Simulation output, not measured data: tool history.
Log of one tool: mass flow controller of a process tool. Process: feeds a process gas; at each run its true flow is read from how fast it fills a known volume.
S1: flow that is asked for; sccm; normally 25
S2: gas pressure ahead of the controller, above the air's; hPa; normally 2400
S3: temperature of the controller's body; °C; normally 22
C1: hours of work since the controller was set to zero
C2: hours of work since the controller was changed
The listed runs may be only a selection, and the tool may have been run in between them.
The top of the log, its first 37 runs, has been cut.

{"run": 38, "hour": 3534.5, "S1": 43, "S2": 2330, "S3": 36, "C1": 2749, "C2": 2749, "true flow (%)": 99.13}
{"run": 39, "hour": 3671.6, "S1": 43, "S2": 2330, "S3": 36, "C1": 2837, "C2": 2837, "true flow (%)": 99.18}
{"run": 40, "hour": 3728.3, "S1": 25, "S2": 1560, "S3": 32, "C1": 2874, "C2": 2874, "true flow (%)": 98.19}
{"run": 41, "hour": 3817.2, "S1": 25, "S2": 1480, "S3": 22, "C1": 2931, "C2": 2931, "true flow (%)": 97.7}
{"run": 42, "hour": 3937.5, "S1": 33, "S2": 2460, "S3": 22, "C1": 3009, "C2": 3009, "true flow (%)": 98.27}
{"run": 43, "hour": 4015.3, "S1": 25, "S2": 2390, "S3": 32, "C1": 3059, "C2": 3059, "true flow (%)": 98.45}
{"run": 44, "hour": 4101.9, "S1": 10, "S2": 2400, "S3": 36, "C1": 3115, "C2": 3115, "true flow (%)": 99.03}
{"run": 45, "hour": 4229.9, "S1": 10, "S2": 2400, "S3": 36, "C1": 3198, "C2": 3198, "true flow (%)": 98.98}
{"run": 46, "hour": 4333.5, "S1": 41, "S2": 2480, "S3": 22, "C1": 3265, "C2": 3265, "true flow (%)": 98.34}
{"run": 47, "hour": 4449.2, "S1": 13, "S2": 2400, "S3": 23, "C1": 3340, "C2": 3340, "true flow (%)": 98.18}
{"run": 48, "hour": 4550.1, "S1": 13, "S2": 2400, "S3": 23, "C1": 3405, "C2": 3405, "true flow (%)": 98.16}

4 ways to go on from here, each from the tool as it stands after run 48. What would each give?
{"run": "A", "hour": 4620.3, "S1": 25, "S2": 2400, "S3": 22, "C1": 3450, "C2": 3450, "true flow (%)": "?"}
{"run": "B", "hour": 4620.3, "S1": 7, "S2": 2400, "S3": 23, "C1": 3450, "C2": 3450, "true flow (%)": "?"}
{"run": "C", "hour": 4620.3, "S1": 25, "S2": 2400, "S3": 22, "C1": 3450, "C2": 3450, "true flow (%)": "?"}
{"run": "D", "hour": 4620.3, "S1": 8, "S2": 2400, "S3": 36, "C1": 3450, "C2": 3450, "true flow (%)": "?"}

run=A true_flow_(%)=97.88
run=B true_flow_(%)=98.97
run=C true_flow_(%)=98.08
run=D true_flow_(%)=99.32
With no hidden state in the tool, these same runs would have given:
run=A true_flow_(%)=99.2
run=B true_flow_(%)=98.77
run=C true_flow_(%)=99.4
run=D true_flow_(%)=99.39
